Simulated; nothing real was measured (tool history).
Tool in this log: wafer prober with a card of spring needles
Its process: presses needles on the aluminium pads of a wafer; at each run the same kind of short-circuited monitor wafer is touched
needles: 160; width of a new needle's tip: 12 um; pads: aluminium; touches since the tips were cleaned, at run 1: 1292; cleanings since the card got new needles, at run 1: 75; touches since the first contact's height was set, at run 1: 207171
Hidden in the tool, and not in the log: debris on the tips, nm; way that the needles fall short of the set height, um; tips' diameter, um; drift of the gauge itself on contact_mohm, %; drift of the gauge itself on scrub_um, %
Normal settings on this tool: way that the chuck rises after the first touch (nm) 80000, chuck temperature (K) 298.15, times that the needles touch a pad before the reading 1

| run | hour | way that the chuck rises after the first touch (nm) | chuck temperature (K) | times that the needles touch a pad before the reading | touches since the tips were cleaned | cleanings since the card got new needles | touches since the first contact's height was set | resistance of one needle with its contact and lead (mohm) | way that a needle slides on the pad (nm) |
|---|---|---|---|---|---|---|---|---|---|
| 1 | 0.0 | 80000 | 298.15 | 1 | 1292 | 75 | 207171 | 229 | 11330 |
|  | 6.6 | tips cleaned on abrasive film |
|  | 13.4 | height of the first contact set anew |
|  | 15.2 | tips cleaned on abrasive film |
| 2 | 16.5 | 80000 | 298.15 | 2 | 906 | 77 | 2076 | 227 | 11340 |
|  | 23.4 | tips cleaned on abrasive film |
|  | 31.8 | tips cleaned on abrasive film |
|  | 40.1 | tips cleaned on abrasive film |
| 3 | 40.4 | 80000 | 298.15 | 1 | 225 | 80 | 18328 | 232 | 11320 |
|  | 47.3 | tips cleaned on abrasive film |
|  | 55.8 | tips cleaned on abrasive film |
| 4 | 57.9 | 80000 | 298.15 | 1 | 1422 | 82 | 30201 | 230 | 11360 |
|  | 63.1 | tips cleaned on abrasive film |
|  | 71.7 | tips cleaned on abrasive film |
| 5 | 78.1 | 80000 | 298.15 | 1 | 4373 | 84 | 43936 | 229 | 11390 |
|  | 79.9 | tips cleaned on abrasive film |
|  | 88.1 | tips cleaned on abrasive film |
|  | 96.4 | tips cleaned on abrasive film |
| 6 | 100.3 | 92000 | 298.15 | 1 | 2627 | 87 | 58986 | 228 | 13000 |
|  | 103.5 | tips cleaned on abrasive film |
|  | 111.9 | tips cleaned on abrasive film |
|  | 118.8 | tips cleaned on abrasive film |
|  | 126.5 | tips cleaned on abrasive film |
| 7 | 126.5 | 92000 | 319.15 | 1 | 0 | 91 | 76745 | 233 | 13090 |
|  | 135.0 | tips cleaned on abrasive film |
|  | 143.4 | tips cleaned on abrasive film |
| 8 | 143.4 | 92000 | 319.15 | 1 | 0 | 93 | 88209 | 233 | 13090 |
|  | 151.9 | tips cleaned on abrasive film |
|  | 160.5 | tips cleaned on abrasive film |
| 9 | 167.1 | 92000 | 375.15 | 2 | 4568 | 95 | 104407 | 249 | 13050 |
|  | 168.9 | tips cleaned on abrasive film |
|  | 177.5 | tips cleaned on abrasive film |
|  | 184.4 | tips cleaned on abrasive film |
|  | 192.7 | tips cleaned on abrasive film |
| 10 | 195.4 | 81000 | 338.15 | 2 | 1824 | 99 | 123555 | 242 | 11510 |
|  | 200.6 | tips cleaned on abrasive film |
|  | 209.2 | tips cleaned on abrasive film |
|  | 217.2 | tips cleaned on abrasive film |
|  | 225.8 | tips cleaned on abrasive film |
| 11 | 226.4 | 72000 | 352.15 | 1 | 412 | 103 | 144621 | 243 | 10250 |
|  | 233.3 | tips cleaned on abrasive film |
|  | 241.6 | tips cleaned on abrasive film |
|  | 249.7 | tips cleaned on abrasive film |
|  | 257.7 | tips cleaned on abrasive film |
| 12 | 259.5 | 63000 | 352.15 | 1 | 1239 | 107 | 167124 | 246 | 8980 |
|  | 264.7 | tips cleaned on abrasive film |
|  | 273.0 | tips cleaned on abrasive film |
| 13 | 274.6 | 66000 | 340.15 | 1 | 1098 | 109 | 177365 | 243 | 9410 |
|  | 281.3 | tips cleaned on abrasive film |
|  | 289.8 | tips cleaned on abrasive film |
|  | 298.4 | tips cleaned on abrasive film |
| 14 | 299.7 | 63000 | 301.15 | 3 | 861 | 112 | 194395 | 234 | 8960 |
|  | 306.6 | tips cleaned on abrasive film |
|  | 313.5 | tips cleaned on abrasive film |
|  | 321.6 | tips cleaned on abrasive film |
| 15 | 321.7 | 63000 | 301.15 | 3 | 55 | 115 | 209329 | 230 | 8950 |

Each row is a separate what-if for the run after 15, all from the same tool condition, not one after another. Results?
|  | 330.2 | tips cleaned on abrasive film |
|  | 331.9 | height of the first contact set anew |
|  | 338.8 | tips cleaned on abrasive film |
|  | 346.8 | tips cleaned on abrasive film |
| A | 353.3 | 80000 | 298.15 | 2 | 4460 | 118 | 14563 | ? | ? |
|  | 330.2 | tips cleaned on abrasive film |
|  | 331.9 | height of the first contact set anew |
|  | 338.8 | tips cleaned on abrasive film |
|  | 346.8 | tips cleaned on abrasive film |
| B | 353.3 | 62000 | 303.15 | 2 | 4460 | 118 | 14563 | ? | ? |
|  | 330.2 | tips cleaned on abrasive film |
|  | 331.9 | height of the first contact set anew |
|  | 338.8 | tips cleaned on abrasive film |
|  | 346.8 | tips cleaned on abrasive film |
| C | 353.3 | 63000 | 321.15 | 1 | 4460 | 118 | 14563 | ? | ? |
|  | 330.2 | tips cleaned on abrasive film |
|  | 331.9 | height of the first contact set anew |
|  | 338.8 | tips cleaned on abrasive film |
|  | 346.8 | tips cleaned on abrasive film |
| D | 353.3 | 97000 | 298.15 | 3 | 4460 | 118 | 14563 | ? | ? |

| run | resistance of one needle with its contact and lead (mohm) | way that a needle slides on the pad (nm) |
|---|---|---|
| A | 228 | 11380 |
| B | 233 | 8850 |
| C | 236 | 8990 |
| D | 228 | 13840 |
With no hidden state in the tool, these same runs would have given:
| run | resistance of one needle with its contact and lead (mohm) | way that a needle slides on the pad (nm) |
|---|---|---|
| A | 228 | 11290 |
| B | 232 | 8780 |
| C | 236 | 8930 |
| D | 228 | 13740 |
